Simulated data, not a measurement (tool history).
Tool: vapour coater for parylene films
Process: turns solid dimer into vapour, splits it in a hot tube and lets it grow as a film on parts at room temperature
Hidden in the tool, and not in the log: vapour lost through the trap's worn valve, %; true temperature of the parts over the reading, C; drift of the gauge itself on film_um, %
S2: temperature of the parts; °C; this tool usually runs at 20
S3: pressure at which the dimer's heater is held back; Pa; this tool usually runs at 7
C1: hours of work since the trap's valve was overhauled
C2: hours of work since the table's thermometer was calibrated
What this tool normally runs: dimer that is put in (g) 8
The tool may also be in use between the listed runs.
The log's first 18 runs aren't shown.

Run 19, hour 224.1: usual settings but S2 27 °C; C1 622; C2 352. Result: thickness of the film (um) 2.96.
Run 20, hour 237: usual settings but S2 27 °C; C1 631; C2 362. Result: thickness of the film (um) 2.9.
At hour 254.3: trap's valve overhauled.
Run 21, hour 257.2: usual settings but S2 27 °C; C1 2; C2 375. Result: thickness of the film (um) 3.12.
Run 22, hour 274.6: usual settings but S2 27 °C; C1 15; C2 388. Result: thickness of the film (um) 3.12.
Run 23, hour 288.7: usual settings but S2 27 °C; C1 26; C2 399. Result: thickness of the film (um) 3.19.
Run 24, hour 307.5: usual settings but S2 27 °C; C1 41; C2 413. Result: thickness of the film (um) 3.12.
Run 25, hour 322.1: usual settings but dimer that is put in (g) 13, S2 14 °C; C1 52; C2 424. Result: thickness of the film (um) 8.76.
Run 26, hour 331.9: usual settings but dimer that is put in (g) 13; C1 59; C2 431. Result: thickness of the film (um) 6.83.
Run 27, hour 349.8: usual settings but dimer that is put in (g) 11, S2 17 °C, S3 10.34 Pa; C1 73; C2 445. Result: thickness of the film (um) 6.25.
Run 28, hour 361: usual settings but dimer that is put in (g) 10, S2 30 °C, S3 4.74 Pa; C1 81; C2 454. Result: thickness of the film (um) 3.64.
Run 29, hour 370.9: usual settings but dimer that is put in (g) 10, S2 30 °C, S3 4.74 Pa; C1 89; C2 461. Result: thickness of the film (um) 3.69.
Run 30, hour 384.1: usual settings but S2 17 °C; C1 99; C2 471. Result: thickness of the film (um) 4.75.
Run 31, hour 394.8: usual settings but S2 17 °C; C1 107; C2 479. Result: thickness of the film (um) 4.76.
Run 32, hour 404.9: usual settings but S2 17 °C; C1 115; C2 487. Result: thickness of the film (um) 4.87.
Run 33, hour 421.9: usual settings but dimer that is put in (g) 12, S2 12 °C, S3 5.12 Pa; C1 128; C2 500. Result: thickness of the film (um) 8.74.
Run 34, hour 434.7: usual settings but dimer that is put in (g) 12, S2 12 °C, S3 5.12 Pa; C1 137; C2 510. Result: thickness of the film (um) 8.78.
Run 35, hour 444.3: usual settings but dimer that is put in (g) 12, S2 12 °C, S3 5.12 Pa; C1 145; C2 517. Result: thickness of the film (um) 8.69.
Run 36, hour 457.1: usual settings but dimer that is put in (g) 12, S2 12 °C, S3 5.12 Pa; C1 154; C2 527. Result: thickness of the film (um) 8.63.
Run 37, hour 467.5: usual settings but dimer that is put in (g) 12, S3 4.65 Pa; C1 162; C2 535. Result: thickness of the film (um) 6.66.
Run 38, hour 477.7: usual settings but dimer that is put in (g) 12, S3 4.65 Pa; C1 170; C2 543. Result: thickness of the film (um) 6.63.
Run 39, hour 492.6: usual settings but dimer that is put in (g) 12, S2 19 °C, S3 2.92 Pa; C1 181; C2 554. Result: thickness of the film (um) 7.49.
Run 40, hour 505.8: usual settings but S2 12 °C, S3 2.14 Pa; C1 192; C2 564. Result: thickness of the film (um) 5.71.
Run 41, hour 516.1: usual settings but S2 12 °C, S3 2.14 Pa; C1 199; C2 572. Result: thickness of the film (um) 5.79.
Run 42, hour 529.9: usual settings but S2 12 °C, S3 2.14 Pa; C1 210; C2 582. Result: thickness of the film (um) 5.82.
Run 43, hour 545: usual settings but dimer that is put in (g) 4, S2 15 °C; C1 221; C2 594. Result: thickness of the film (um) 2.54.

The next listed run, before its measurement:
Run 44, hour 555.5: usual settings but dimer that is put in (g) 4, S2 15 °C; C1 229; C2 602. Result: thickness of the film (um) ?.

Run 44 produced thickness of the film (um) 2.57.
If the tool had no hidden condition, the same run with the same run-to-run variation would have returned thickness of the film (um) 2.62.
